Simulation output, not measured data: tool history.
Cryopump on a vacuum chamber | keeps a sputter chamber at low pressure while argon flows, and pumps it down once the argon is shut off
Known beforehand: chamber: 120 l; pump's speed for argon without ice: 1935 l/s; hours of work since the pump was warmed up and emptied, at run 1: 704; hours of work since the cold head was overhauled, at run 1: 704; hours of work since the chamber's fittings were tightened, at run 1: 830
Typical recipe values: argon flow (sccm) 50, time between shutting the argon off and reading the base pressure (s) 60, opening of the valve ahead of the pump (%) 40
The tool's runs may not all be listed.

run   hour  argon flow (sccm)  time between shutting the argon off and reading the base pressure (s)  opening of the valve ahead of the pump (%)  hours of work since the pump was warmed up and emptied  hours of work since the cold head was overhauled  hours of work since the chamber's fittings were tightened  pressure while argon flows (Pa)  pressure after the wait (uPa)
  1    0.0                 50                                                                     60                                          40                                                     704                                               704                                                        830                           0.1144                           1.51
  2   37.5                 50                                                                     60                                          40                                                     721                                               721                                                        847                           0.1147                           1.51
  3   81.5                 50                                                                     60                                          40                                                     742                                               742                                                        868                           0.1147                           1.55
  4  124.4                 50                                                                    225                                          40                                                     762                                               762                                                        888                           0.1143                           0.75
  5  146.1                 50                                                                    225                                          40                                                     772                                               772                                                        898                           0.1136                           0.73
  6  191.2                 50                                                                     60                                          21                                                     793                                               793                                                        919                           0.2128                           1.60
  7  233.9                 50                                                                     60                                          21                                                     813                                               813                                                        939                           0.2140                           1.55
  8  277.5                 51                                                                     60                                          40                                                     833                                               833                                                        959                           0.1170                           1.57
  9  308.0                 51                                                                     60                                          40                                                     848                                               848                                                        973                           0.1176                           1.58
 10  328.1                 42                                                                    120                                          33                                                     857                                               857                                                        983                           0.1167                           1.04
 11  362.1                 22                                                                    120                                          17                                                     873                                               873                                                        999                           0.1159                           1.04
 12  404.2                100                                                                     21                                          16                                                     893                                               893                                                       1018                           0.5648                           3.70
 13  441.4                 59                                                                     69                                          35                                                     910                                               910                                                       1036                           0.1540                           1.50
 14  477.2                 59                                                                     69                                          35                                                     927                                               927                                                       1052                           0.1539                           1.51
 15  499.2                 59                                                                     69                                          35                                                     937                                               937                                                       1063                           0.1547                           1.43
 16  527.4                 59                                                                     69                                          35                                                     950                                               950                                                       1076                           0.1548                           1.48
 17  549.5                 59                                                                     69                                          35                                                     960                                               960                                                       1086                           0.1551                           1.54
 18  591.8                 59                                                                     69                                          35                                                     980                                               980                                                       1106                           0.1541                           1.48

Alternative continuations, all from the tool just after run 18; predict every row:
  A  611.8                 43                                                                     27                                          37                                                     990                                               990                                                       1115                                ?                              ?
  B  611.8                 38                                                                     89                                          37                                                     990                                               990                                                       1115                                ?                              ?
  C  611.8                 32                                                                     99                                          22                                                     990                                               990                                                       1115                                ?                              ?

run  pressure while argon flows (Pa)  pressure after the wait (uPa)
  A                           0.1073                           3.07
  B                           0.0954                           1.27
  C                           0.1303                           1.20
Without the tool's hidden state the same runs would have given:
run  pressure while argon flows (Pa)  pressure after the wait (uPa)
  A                           0.1014                           2.70
  B                           0.0902                           0.90
  C                           0.1259                           0.83
